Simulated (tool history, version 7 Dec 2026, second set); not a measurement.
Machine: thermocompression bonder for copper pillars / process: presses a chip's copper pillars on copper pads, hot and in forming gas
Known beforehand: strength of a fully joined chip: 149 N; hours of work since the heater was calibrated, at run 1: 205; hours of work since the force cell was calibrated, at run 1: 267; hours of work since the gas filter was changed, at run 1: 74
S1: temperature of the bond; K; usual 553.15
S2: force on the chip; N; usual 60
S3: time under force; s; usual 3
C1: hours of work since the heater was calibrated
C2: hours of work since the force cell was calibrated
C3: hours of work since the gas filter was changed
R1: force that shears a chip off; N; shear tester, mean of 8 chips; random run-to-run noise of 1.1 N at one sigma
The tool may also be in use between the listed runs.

| run | day | S1 | S2 | S3 | C1 | C2 | C3 | R1 |
|---|---|---|---|---|---|---|---|---|
| 1 | 0.000 | 553.15 | 60 | 3 | 205 | 267 | 74 | 84.1 |
| 2 | 0.404 | 553.15 | 60 | 3 | 209 | 271 | 79 | 84.7 |
| 3 | 0.979 | 553.15 | 60 | 6 | 216 | 277 | 85 | 103.2 |
| 4 | 1.592 | 553.15 | 60 | 3 | 222 | 284 | 91 | 83.4 |
| 5 | 2.054 | 553.15 | 60 | 3 | 227 | 289 | 96 | 82.8 |
| 6 | 2.800 | 553.15 | 60 | 3 | 235 | 297 | 104 | 81.8 |
| 7 | 3.254 | 553.15 | 44 | 2 | 240 | 301 | 109 | 59.3 |
| 8 | 3.829 | 553.15 | 44 | 2 | 246 | 308 | 115 | 59.4 |
| 9 | 4.538 | 553.15 | 44 | 9 | 254 | 315 | 123 | 98.1 |
| 10 | 5.242 | 553.15 | 62 | 3 | 261 | 323 | 130 | 81.6 |
| 11 | 5.988 | 553.15 | 62 | 3 | 269 | 331 | 138 | 81.8 |
| 12 | 6.396 | 553.15 | 62 | 3 | 274 | 335 | 143 | 81.8 |

Some steps in R1 between neighbouring runs. How much of each would the tool show without its hidden state too (settings, what came in, random variation), and how much is left for the hidden state, with any gauge scatter that isn't in both results?
Hidden state at play: true temperature of the bond over the reading, C; force that reaches the chip, % of what is set; oxide that the forming gas leaves, % of the face; drift of the gauge itself on shear_n, %.
Run 8 -> 9: S3 2 -> 9. R1 +38.7 N: hidden state -3.5, all else +42.2.
